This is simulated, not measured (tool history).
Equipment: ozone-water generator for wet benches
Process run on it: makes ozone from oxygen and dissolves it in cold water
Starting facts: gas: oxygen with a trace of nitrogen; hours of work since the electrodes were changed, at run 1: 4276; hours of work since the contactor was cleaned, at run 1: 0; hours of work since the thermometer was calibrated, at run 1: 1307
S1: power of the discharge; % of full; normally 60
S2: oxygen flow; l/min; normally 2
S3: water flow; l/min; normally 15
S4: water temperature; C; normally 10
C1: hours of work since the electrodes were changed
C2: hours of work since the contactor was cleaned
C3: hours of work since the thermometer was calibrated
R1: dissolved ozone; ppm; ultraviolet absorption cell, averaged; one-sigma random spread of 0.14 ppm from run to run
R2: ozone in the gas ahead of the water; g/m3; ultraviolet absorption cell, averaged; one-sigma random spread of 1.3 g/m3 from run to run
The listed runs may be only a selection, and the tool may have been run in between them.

run	day	S1	S2	S3	S4	C1	C2	C3	R1	R2
1	0	60	2	15	10	4276	0	1307	14.4	221.7
2	5.854	60	2	11	10	4392	116	1423	20.2	222
3	12.629	60	2	11	10	4526	250	1557	20.1	222.6
4	16.446	60	2	15	13	4601	326	1633	13.7	221.4
5	22.688	60	2	15	13	4725	449	1756	13.7	223.2
6	26.583	60	2	15	16	4802	526	1834	13.4	219.9
7	29.817	60	2	15	16	4866	590	1898	13.5	218.9
8	34.142	47	1.3	10	6	4952	676	1983	16.9	227.1

Run 9 comes next. What will it give?
9	40.296	47	1.3	10	6	5074	798	2105	?	?

R1: 16.6 ppm
R2: 224.9 g/m3
Had the tool carried no hidden state, the very same run would have given R1 18.4 ppm, R2 246.2 g/m3.
